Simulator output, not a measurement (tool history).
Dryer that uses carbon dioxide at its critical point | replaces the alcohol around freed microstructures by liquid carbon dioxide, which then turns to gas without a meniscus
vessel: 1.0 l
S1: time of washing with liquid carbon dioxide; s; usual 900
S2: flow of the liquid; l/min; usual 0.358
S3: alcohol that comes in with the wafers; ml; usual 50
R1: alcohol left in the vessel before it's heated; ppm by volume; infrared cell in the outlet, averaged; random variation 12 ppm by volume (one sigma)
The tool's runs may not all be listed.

| run | day | S1 | S2 | S3 | R1 |
|---|---|---|---|---|---|
| 1 | 0.000 | 900 | 0.358 | 50 | 1036 |
| 2 | 1.858 | 900 | 0.358 | 50 | 1053 |
| 3 | 3.804 | 900 | 0.358 | 50 | 1118 |
| 4 | 5.367 | 900 | 0.358 | 50 | 1130 |
| 5 | 7.129 | 900 | 0.461 | 50 | 403 |
| 6 | 8.796 | 900 | 0.461 | 50 | 425 |
| 7 | 9.888 | 900 | 0.358 | 50 | 1205 |
| 8 | 12.021 | 900 | 0.358 | 50 | 1242 |
| 9 | 13.612 | 900 | 0.358 | 50 | 1275 |
| 10 | 15.008 | 900 | 0.358 | 50 | 1289 |
| 11 | 16.317 | 900 | 0.358 | 50 | 1318 |
| 12 | 18.333 | 900 | 0.358 | 50 | 1335 |
| 13 | 19.379 | 900 | 0.358 | 50 | 1397 |
| 14 | 20.496 | 1020 | 0.358 | 50 | 915 |
| 15 | 21.396 | 1020 | 0.295 | 50 | 1805 |
| 16 | 23.329 | 1020 | 0.295 | 29 | 1134 |
| 17 | 25.004 | 1020 | 0.295 | 29 | 1167 |
|  | 25.229 | inlet filter changed |
| 18 | 26.842 | 1020 | 0.295 | 29 | 688 |
| 19 | 28.846 | 1020 | 0.295 | 29 | 713 |
| 20 | 30.733 | 900 | 0.307 | 50 | 1566 |
| 21 | 32.429 | 900 | 0.307 | 50 | 1578 |
| 22 | 33.562 | 900 | 0.307 | 50 | 1618 |
| 23 | 35.121 | 900 | 0.307 | 50 | 1636 |
| 24 | 37.038 | 900 | 0.499 | 50 | 274 |
| 25 | 38.921 | 900 | 0.499 | 50 | 282 |
| 26 | 41.133 | 900 | 0.499 | 50 | 281 |
| 27 | 42.446 | 960 | 0.495 | 56 | 263 |
| 28 | 44.558 | 960 | 0.228 | 50 | 3706 |
| 29 | 46.667 | 600 | 0.488 | 50 | 1503 |
| 30 | 48.071 | 600 | 0.488 | 50 | 1546 |
| 31 | 49.183 | 1200 | 0.358 | 50 | 407 |
| 32 | 50.529 | 780 | 0.285 | 24 | 1839 |
| 33 | 52.688 | 780 | 0.349 | 62 | 2570 |
| 34 | 54.654 | 1140 | 0.325 | 48 | 755 |
| 35 | 56.088 | 1200 | 0.230 | 51 | 2222 |
| 36 | 57.304 | 1320 | 0.358 | 57 | 366 |
| 37 | 59.104 | 1320 | 0.358 | 57 | 367 |
| 38 | 60.221 | 960 | 0.463 | 56 | 466 |
| 39 | 61.358 | 900 | 0.358 | 22 | 681 |
| 40 | 63.508 | 1020 | 0.277 | 22 | 1048 |
| 41 | 64.896 | 1140 | 0.277 | 34 | 1117 |
| 42 | 66.983 | 900 | 0.358 | 60 | 1788 |
| 43 | 68.979 | 900 | 0.315 | 50 | 2369 |
|  | 69.679 | inlet filter changed |
| 44 | 70.029 | 540 | 0.241 | 115 | 21425 |
| 45 | 71.754 | 1260 | 0.285 | 27 | 416 |

The same runs without the tool's hidden state, with the same run-to-run variation:
The hidden state here: flow that reaches the vessel past the clogged filter, %; alcohol in the recycled carbon dioxide, ppm; drift of the gauge itself on alcohol_ppm, %.
| run | R1 |
|---|---|
| 1 | 736 |
| 2 | 726 |
| 3 | 753 |
| 4 | 738 |
| 5 | 210 |
| 6 | 215 |
| 7 | 738 |
| 8 | 739 |
| 9 | 740 |
| 10 | 731 |
| 11 | 735 |
| 12 | 724 |
| 13 | 748 |
| 14 | 430 |
| 15 | 986 |
| 16 | 589 |
| 17 | 592 |
| 18 | 588 |
| 19 | 594 |
| 20 | 1372 |
| 21 | 1357 |
| 22 | 1370 |
| 23 | 1359 |
| 24 | 142 |
| 25 | 146 |
| 26 | 125 |
| 27 | 110 |
| 28 | 2977 |
| 29 | 1041 |
| 30 | 1053 |
| 31 | 185 |
| 32 | 1339 |
| 33 | 1748 |
| 34 | 391 |
| 35 | 1439 |
| 36 | 121 |
| 37 | 116 |
| 38 | 166 |
| 39 | 327 |
| 40 | 565 |
| 41 | 564 |
| 42 | 904 |
| 43 | 1280 |
| 44 | 21227 |
| 45 | 261 |
